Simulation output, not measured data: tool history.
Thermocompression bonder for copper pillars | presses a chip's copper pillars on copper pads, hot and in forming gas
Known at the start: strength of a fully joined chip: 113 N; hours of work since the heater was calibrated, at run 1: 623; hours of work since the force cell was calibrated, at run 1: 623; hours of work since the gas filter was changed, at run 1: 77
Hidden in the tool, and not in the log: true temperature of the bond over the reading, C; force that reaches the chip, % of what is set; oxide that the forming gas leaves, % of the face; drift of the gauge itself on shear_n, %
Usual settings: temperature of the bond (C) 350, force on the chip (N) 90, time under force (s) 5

| run | day | temperature of the bond (C) | force on the chip (N) | time under force (s) | hours of work since the heater was calibrated | hours of work since the force cell was calibrated | hours of work since the gas filter was changed | force that shears a chip off (N) |
|---|---|---|---|---|---|---|---|---|
| 1 | 0 | 350 | 90 | 5 | 623 | 623 | 77 | 52.7 |
| 2 | 1.454 | 350 | 90 | 5 | 649 | 649 | 102 | 53.8 |
|  | 1.779 | forming gas filter changed |
| 3 | 2.925 | 350 | 90 | 5 | 674 | 674 | 20 | 53.6 |
| 4 | 4.3 | 350 | 90 | 5 | 698 | 698 | 44 | 54.1 |
| 5 | 5.279 | 350 | 90 | 5 | 716 | 716 | 62 | 53.3 |
| 6 | 6.167 | 350 | 90 | 5 | 731 | 731 | 77 | 54 |
| 7 | 7.546 | 350 | 90 | 4 | 756 | 756 | 102 | 46.9 |
|  | 7.862 | forming gas filter changed |
| 8 | 8.229 | 350 | 90 | 4 | 767 | 767 | 6 | 50.9 |
| 9 | 9 | 350 | 90 | 4 | 781 | 781 | 20 | 49.7 |
| 10 | 10.042 | 342 | 90 | 12 | 799 | 799 | 38 | 65.7 |
| 11 | 11.454 | 342 | 90 | 12 | 824 | 824 | 63 | 65.2 |
| 12 | 12.508 | 373 | 125 | 13 | 843 | 843 | 82 | 98.7 |
| 13 | 13.546 | 373 | 125 | 13 | 861 | 861 | 100 | 99.9 |
|  | 13.9 | forming gas filter changed |
| 14 | 14.975 | 366 | 82 | 13 | 886 | 886 | 19 | 80.4 |
| 15 | 16.129 | 366 | 56 | 6 | 906 | 906 | 39 | 47 |

The next listed run, before its measurement:
| 16 | 16.975 | 350 | 90 | 3 | 921 | 921 | 54 | ? |

{"run 16": {"force that shears a chip off (N)": 45.1}}
Without the tool's hidden state the same run would have given force that shears a chip off (N) 39.

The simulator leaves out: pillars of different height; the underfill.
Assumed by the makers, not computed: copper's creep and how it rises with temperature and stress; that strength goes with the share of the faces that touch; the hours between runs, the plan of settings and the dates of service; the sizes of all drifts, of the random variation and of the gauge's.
